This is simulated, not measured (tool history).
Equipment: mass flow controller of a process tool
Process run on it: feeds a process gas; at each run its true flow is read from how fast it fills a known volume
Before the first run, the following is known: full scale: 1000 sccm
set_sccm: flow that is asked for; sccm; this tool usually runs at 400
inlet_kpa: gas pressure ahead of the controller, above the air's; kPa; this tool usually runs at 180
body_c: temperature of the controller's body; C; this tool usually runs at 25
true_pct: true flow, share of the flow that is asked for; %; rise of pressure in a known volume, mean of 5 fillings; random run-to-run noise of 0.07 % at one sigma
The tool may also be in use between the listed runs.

run	hour	set_sccm	inlet_kpa	body_c	true_pct
1	0.0	400	180	25	97.37
2	229.4	400	180	25	97.28
3	489.3	400	180	25	97.35
4	756.0	400	180	25	97.26
5	952.1	400	180	22	96.96
6	1087.7	400	180	22	96.87
7	1300.2	400	180	22	96.88
8	1477.1	400	254	25	97.77
9	1716.4	400	200	25	97.46
10	1852.7	400	200	25	97.27
11	2152.9	400	200	25	97.35
12	2455.5	400	200	25	97.22
13	2698.6	400	180	25	97.03
14	2971.9	150	180	25	91.10
15	3174.1	150	180	25	91.01
16	3417.2	150	180	25	85.54
17	3637.7	150	180	25	85.62
18	3871.8	150	180	25	85.31
19	4017.9	150	180	25	85.28
20	4195.0	150	180	25	85.21
21	4321.6	150	180	25	85.10
22	4556.4	150	180	25	100.00
23	4707.4	844	180	25	101.15
24	5006.7	400	190	32	101.28
25	5245.2	200	151	26	99.80
26	5472.1	231	180	34	100.91
27	5644.9	231	180	34	100.88
28	5819.3	135	180	25	99.14
29	5996.7	975	193	25	101.42
30	6122.5	111	193	25	98.86
31	6270.1	400	229	26	100.84
32	6538.9	215	180	25	99.54
33	6788.4	215	180	25	99.42
34	7080.2	215	263	25	99.93
35	7366.0	594	234	28	101.36
36	7515.4	176	234	36	99.96
37	7818.6	235	264	35	100.14
38	7993.2	235	264	35	100.06
39	8207.0	180	180	25	97.89
40	8403.1	180	253	25	98.44
41	8621.4	180	253	25	98.41
42	8764.7	335	170	34	99.36
43	8922.3	335	170	38	99.70
44	9088.4	335	178	24	98.25

Withheld: 3 entries from between the runs. Position of each, and hidden state at the listed run before versus the listed run after:
In the gap between runs 15 and 16: controller's zero set anew (hour 3323.2)
  flow at rest that the sensor doesn't see, % of full scale: -1.357 -> -2.171; true flow over the shown one, %: 1.41 -> 1.44
  measured minus no-state result, true_pct: -7.63 -> -13.02 %
In the gap between runs 21 and 22: controller's zero set anew, once more (hour 4457.0)
  flow at rest that the sensor doesn't see, % of full scale: -2.253 -> -0.029; true flow over the shown one, %: 1.53 -> 1.55
  measured minus no-state result, true_pct: -13.49 -> +1.36 %
In the gap between runs 35 and 36: controller exchanged for a calibrated one (hour 7474.0)
  flow at rest that the sensor doesn't see, % of full scale: -0.287 -> -0.044; true flow over the shown one, %: 1.85 -> -0.21
  measured minus no-state result, true_pct: +1.36 -> -0.47 %
